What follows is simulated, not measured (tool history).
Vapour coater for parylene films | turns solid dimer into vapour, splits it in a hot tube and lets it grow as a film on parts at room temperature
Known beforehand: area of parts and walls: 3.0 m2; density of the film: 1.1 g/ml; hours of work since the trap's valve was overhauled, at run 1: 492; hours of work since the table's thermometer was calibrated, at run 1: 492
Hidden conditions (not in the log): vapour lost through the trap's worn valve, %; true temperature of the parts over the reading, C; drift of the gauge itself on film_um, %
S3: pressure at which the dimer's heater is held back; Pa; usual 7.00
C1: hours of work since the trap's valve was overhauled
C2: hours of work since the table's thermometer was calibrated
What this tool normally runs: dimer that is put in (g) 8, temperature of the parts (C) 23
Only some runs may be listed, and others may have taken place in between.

Run 1, hour 0.0: usual settings; C1 492; C2 492. Result: thickness of the film (nm) 1303.
Run 2, hour 27.7: usual settings; C1 510; C2 510. Result: thickness of the film (nm) 1312.
Run 3, hour 51.9: usual settings; C1 527; C2 527. Result: thickness of the film (nm) 1308.
At hour 60.4: trap's valve overhauled.
Run 4, hour 71.8: usual settings but S3 11.27 Pa; C1 8; C2 537. Result: thickness of the film (nm) 1317.
Run 5, hour 91.2: usual settings; C1 21; C2 550. Result: thickness of the film (nm) 1362.
Run 6, hour 112.9: usual settings; C1 35; C2 565. Result: thickness of the film (nm) 1356.
Run 7, hour 134.6: usual settings; C1 50; C2 579. Result: thickness of the film (nm) 1353.
Run 8, hour 150.7: usual settings but temperature of the parts (C) 27, S3 5.59 Pa; C1 61; C2 590. Result: thickness of the film (nm) 1257.
Run 9, hour 172.8: usual settings but dimer that is put in (g) 6, S3 3.07 Pa; C1 76; C2 605. Result: thickness of the film (nm) 1066.
Run 10, hour 191.8: usual settings but dimer that is put in (g) 4, S3 11.31 Pa; C1 88; C2 618. Result: thickness of the film (nm) 658.
Run 11, hour 214.2: usual settings but dimer that is put in (g) 7, temperature of the parts (C) 32, S3 3.03 Pa; C1 103; C2 633. Result: thickness of the film (nm) 1024.
Run 12, hour 242.1: usual settings but dimer that is put in (g) 10, temperature of the parts (C) 25, S3 7.63 Pa; C1 122; C2 652. Result: thickness of the film (nm) 1600.
Run 13, hour 259.4: usual settings but S3 8.68 Pa; C1 134; C2 663. Result: thickness of the film (nm) 1327.

3 options for the next run, each taken on its own from the tool as it stands now. Forecast them:
Run A, hour 282.0: usual settings but dimer that is put in (g) 5, temperature of the parts (C) 17, S3 5.93 Pa; C1 149; C2 679. Result: thickness of the film (nm) ?.
Run B, hour 282.0: usual settings but dimer that is put in (g) 9, S3 5.99 Pa; C1 149; C2 679. Result: thickness of the film (nm) ?.
Run C, hour 282.0: usual settings but dimer that is put in (g) 3, temperature of the parts (C) 28, S3 8.68 Pa; C1 149; C2 679. Result: thickness of the film (nm) ?.

run  thickness of the film (nm)
  A                         968
  B                        1523
  C                         438
Without the tool's unlogged condition, the same runs would have read:
run  thickness of the film (nm)
  A                         985
  B                        1551
  C                         446
